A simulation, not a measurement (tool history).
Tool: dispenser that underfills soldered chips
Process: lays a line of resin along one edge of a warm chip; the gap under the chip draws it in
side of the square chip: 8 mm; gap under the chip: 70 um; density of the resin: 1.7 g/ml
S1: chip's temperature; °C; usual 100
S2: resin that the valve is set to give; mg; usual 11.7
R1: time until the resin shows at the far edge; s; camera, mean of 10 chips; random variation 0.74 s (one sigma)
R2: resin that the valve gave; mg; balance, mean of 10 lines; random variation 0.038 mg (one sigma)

run	hour	S1	S2	R1	R2
1	0	100	11.7	123.8	11.25
# hour 2.2: new syringe of resin
2	11.8	100	11.7	105.5	11.12
# hour 16.3: dispensing valve cleaned and set on the balance
# hour 17.6: new syringe of resin
3	20.8	100	11.7	75.5	11.69
# hour 32: new syringe of resin
4	32	100	11.7	65.3	11.56
# hour 47.2: new syringe of resin
5	47.2	100	11.7	65.1	11.51
# hour 61.4: new syringe of resin
6	61.4	100	11.7	65.7	11.41
# hour 75.9: new syringe of resin
7	78.7	100	11.7	74.4	11.35
8	86.1	108	14.9	89	14.32
# hour 90.2: new syringe of resin
9	100.1	102	12.7	103.2	12.11
# hour 104.7: new syringe of resin
# hour 105.7: dispensing valve cleaned and set on the balance
10	116.7	102	12.7	106	12.55
# hour 120: new syringe of resin
11	127.9	92	13.5	119.8	13.27

5 ways to go on from here, each from the tool as it stands after run 11. What would each give?
# hour 134.6: new syringe of resin
A	135.3	100	14.3	?	?
# hour 134.6: new syringe of resin
B	135.3	100	11.4	?	?
# hour 134.6: new syringe of resin
C	135.3	110	13.9	?	?
# hour 134.6: new syringe of resin
D	135.3	93	14.5	?	?
# hour 134.6: new syringe of resin
E	135.3	95	12.6	?	?

run	R1	R2
A	67.4	14.09
B	68.2	11.27
C	51.6	13.72
D	79.5	14.34
E	77.3	12.46
Without the tool's hidden state the same runs would have given:
run	R1	R2
A	66.4	14.3
B	67.2	11.44
C	50.7	13.92
D	78.5	14.55
E	76.3	12.64
